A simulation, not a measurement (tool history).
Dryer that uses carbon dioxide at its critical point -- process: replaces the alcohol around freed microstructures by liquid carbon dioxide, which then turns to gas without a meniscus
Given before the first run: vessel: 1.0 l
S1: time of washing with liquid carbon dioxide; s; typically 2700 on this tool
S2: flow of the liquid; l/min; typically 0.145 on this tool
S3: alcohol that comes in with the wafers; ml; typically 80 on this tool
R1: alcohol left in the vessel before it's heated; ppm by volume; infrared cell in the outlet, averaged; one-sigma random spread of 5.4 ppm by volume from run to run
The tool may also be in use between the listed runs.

Run 1, day 0.000: usual settings. Result: R1 228 ppm by volume.
Run 2, day 0.958: usual settings. Result: R1 233 ppm by volume.
Run 3, day 1.958: usual settings. Result: R1 228 ppm by volume.
Run 4, day 2.821: usual settings. Result: R1 239 ppm by volume.
Run 5, day 3.754: usual settings but S3 26 ml. Result: R1 133 ppm by volume.
Run 6, day 4.775: usual settings but S3 26 ml. Result: R1 127 ppm by volume.
Run 7, day 5.667: usual settings but S3 26 ml. Result: R1 133 ppm by volume.
Run 8, day 6.371: usual settings but S1 1800 s. Result: R1 1500 ppm by volume.
Run 9, day 7.350: usual settings but S1 1800 s, S2 0.166 l/min. Result: R1 843 ppm by volume.
Run 10, day 8.200: usual settings but S1 1800 s, S2 0.166 l/min. Result: R1 861 ppm by volume.
Run 11, day 8.733: usual settings but S1 1800 s, S2 0.166 l/min, S3 29 ml. Result: R1 369 ppm by volume.
Run 12, day 9.162: usual settings but S1 1800 s, S2 0.166 l/min, S3 29 ml. Result: R1 370 ppm by volume.
Run 13, day 10.125: usual settings. Result: R1 280 ppm by volume.
Run 14, day 10.804: usual settings. Result: R1 292 ppm by volume.
Run 15, day 11.625: usual settings but S3 49 ml. Result: R1 219 ppm by volume.
Run 16, day 12.488: usual settings but S3 49 ml. Result: R1 221 ppm by volume.
Run 17, day 13.108: usual settings but S3 49 ml. Result: R1 222 ppm by volume.
Run 18, day 14.012: usual settings but S3 49 ml. Result: R1 237 ppm by volume.
Run 19, day 14.904: usual settings but S1 2340 s, S2 0.139 l/min, S3 20 ml. Result: R1 248 ppm by volume.
Run 20, day 15.658: usual settings but S1 1680 s, S3 60 ml. Result: R1 1632 ppm by volume.
Run 21, day 16.267: usual settings but S1 1680 s, S3 60 ml. Result: R1 1649 ppm by volume.
Run 22, day 16.867: usual settings but S1 2040 s. Result: R1 1075 ppm by volume.
Run 23, day 17.762: usual settings but S1 2880 s, S2 0.097 l/min, S3 51 ml. Result: R1 969 ppm by volume.
Run 24, day 18.446: usual settings but S1 1920 s, S2 0.168 l/min, S3 103 ml. Result: R1 962 ppm by volume.

For run 25, what comes out?
Run 25, day 19.375: usual settings but S1 1920 s, S2 0.168 l/min, S3 103 ml. Result: R1 ?.

R1: 947 ppm by volume
With the hidden condition absent and the run-to-run variation left alone, this run would have shown R1 495 ppm by volume.

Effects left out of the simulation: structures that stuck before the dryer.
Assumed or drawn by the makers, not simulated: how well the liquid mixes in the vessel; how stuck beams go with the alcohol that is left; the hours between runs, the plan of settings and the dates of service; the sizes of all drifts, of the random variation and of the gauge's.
